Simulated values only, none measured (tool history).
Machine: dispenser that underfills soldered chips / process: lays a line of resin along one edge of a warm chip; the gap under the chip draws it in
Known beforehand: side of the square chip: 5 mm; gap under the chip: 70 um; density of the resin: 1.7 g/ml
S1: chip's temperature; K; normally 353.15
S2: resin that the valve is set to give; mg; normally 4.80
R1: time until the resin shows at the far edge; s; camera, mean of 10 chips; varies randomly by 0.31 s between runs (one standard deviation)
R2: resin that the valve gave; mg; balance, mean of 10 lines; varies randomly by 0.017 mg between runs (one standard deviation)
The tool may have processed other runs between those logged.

{"run": 1, "hour": 0.0, "S1": 353.15, "S2": 4.8, "R1": 8.2, "R2": 4.61}
{"run": 2, "hour": 3.6, "S1": 353.15, "S2": 4.8, "R1": 10.3, "R2": 4.58}
{"run": 3, "hour": 6.3, "S1": 353.15, "S2": 4.8, "R1": 11.2, "R2": 4.6}
{"run": 4, "hour": 9.5, "S1": 353.15, "S2": 4.81, "R1": 13.7, "R2": 4.61}
{"hour": 11.4, "done": "new syringe of resin"}
{"run": 5, "hour": 12.7, "S1": 353.15, "S2": 4.8, "R1": 7.0, "R2": 4.58}
{"run": 6, "hour": 16.3, "S1": 353.15, "S2": 4.8, "R1": 8.8, "R2": 4.58}
{"run": 7, "hour": 19.2, "S1": 353.15, "S2": 4.8, "R1": 10.3, "R2": 4.57}
{"run": 8, "hour": 23.5, "S1": 353.15, "S2": 4.8, "R1": 13.8, "R2": 4.56}
{"hour": 25.6, "done": "new syringe of resin"}
{"run": 9, "hour": 26.3, "S1": 342.15, "S2": 5.74, "R1": 12.6, "R2": 5.46}
{"run": 10, "hour": 31.1, "S1": 359.15, "S2": 5.74, "R1": 7.3, "R2": 5.44}
{"run": 11, "hour": 33.7, "S1": 359.15, "S2": 5.74, "R1": 8.3, "R2": 5.46}
{"run": 12, "hour": 38.7, "S1": 344.15, "S2": 4.24, "R1": 24.2, "R2": 3.99}
{"hour": 39.6, "done": "new syringe of resin"}
{"run": 13, "hour": 43.2, "S1": 361.15, "S2": 4.74, "R1": 5.7, "R2": 4.45}
{"run": 14, "hour": 48.1, "S1": 361.15, "S2": 5.92, "R1": 7.4, "R2": 5.58}
{"run": 15, "hour": 51.4, "S1": 361.15, "S2": 5.92, "R1": 9.5, "R2": 5.58}

Alternative continuations, all from the tool just after run 15; predict every row:
{"hour": 53.8, "done": "new syringe of resin"}
{"run": "A", "hour": 55.0, "S1": 356.15, "S2": 5.67, "R1": "?", "R2": "?"}
{"hour": 53.8, "done": "new syringe of resin"}
{"run": "B", "hour": 55.0, "S1": 344.15, "S2": 5.59, "R1": "?", "R2": "?"}
{"hour": 53.8, "done": "new syringe of resin"}
{"run": "C", "hour": 55.0, "S1": 353.15, "S2": 5.4, "R1": "?", "R2": "?"}
{"hour": 53.8, "done": "new syringe of resin"}
{"run": "D", "hour": 55.0, "S1": 353.15, "S2": 4.59, "R1": "?", "R2": "?"}

run=A R1=6.9 R2=5.31
run=B R1=11.3 R2=5.25
run=C R1=8.0 R2=5.08
run=D R1=7.6 R2=4.29
Stripped of hidden state, with their random variation kept, the same runs would have yielded:
run=A R1=6.4 R2=5.66
run=B R1=10.2 R2=5.60
run=C R1=7.4 R2=5.41
run=D R1=6.8 R2=4.57
